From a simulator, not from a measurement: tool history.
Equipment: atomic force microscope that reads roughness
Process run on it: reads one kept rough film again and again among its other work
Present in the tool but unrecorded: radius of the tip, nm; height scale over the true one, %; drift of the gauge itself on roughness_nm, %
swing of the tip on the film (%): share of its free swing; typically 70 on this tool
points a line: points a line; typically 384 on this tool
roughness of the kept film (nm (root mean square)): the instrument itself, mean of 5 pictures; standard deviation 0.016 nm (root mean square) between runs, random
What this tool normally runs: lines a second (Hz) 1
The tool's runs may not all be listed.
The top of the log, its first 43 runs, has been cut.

run	hour	lines a second (Hz)	swing of the tip on the film (%)	points a line	pictures with this tip	hours of work since the height scale was calibrated	roughness of the kept film (nm (root mean square))
44	433.8	1.94	61	983	87	344	3.894
45	444.1	0.83	88	568	100	350	3.801
46	451.7	0.83	57	397	110	355	4.013
47	464	1.14	84	316	125	362	3.737
48	473.9	3.95	63	855	138	367	3.712
49	485.7	3.95	63	350	152	374	3.709
50	498.1	1.64	58	350	168	381	3.98
51	511.2	2.61	70	430	184	389	3.676
52	518.7	0.94	70	384	194	393	3.921
53	529.2	1	83	378	207	399	3.774

Below are 5 alternative next runs, each starting from the tool's condition after run 53. Predict each:
A	535.8	2.93	83	378	215	403	?
B	535.8	2.46	69	779	215	403	?
C	535.8	0.56	70	384	215	403	?
D	535.8	1.18	70	296	215	403	?
E	535.8	1	67	384	215	403	?

run	roughness of the kept film (nm (root mean square))
A	3.312
B	3.784
C	3.976
D	3.918
E	3.949
What these runs would have given with no unlogged condition in the tool:
run	roughness of the kept film (nm (root mean square))
A	3.322
B	3.796
C	3.988
D	3.93
E	3.961
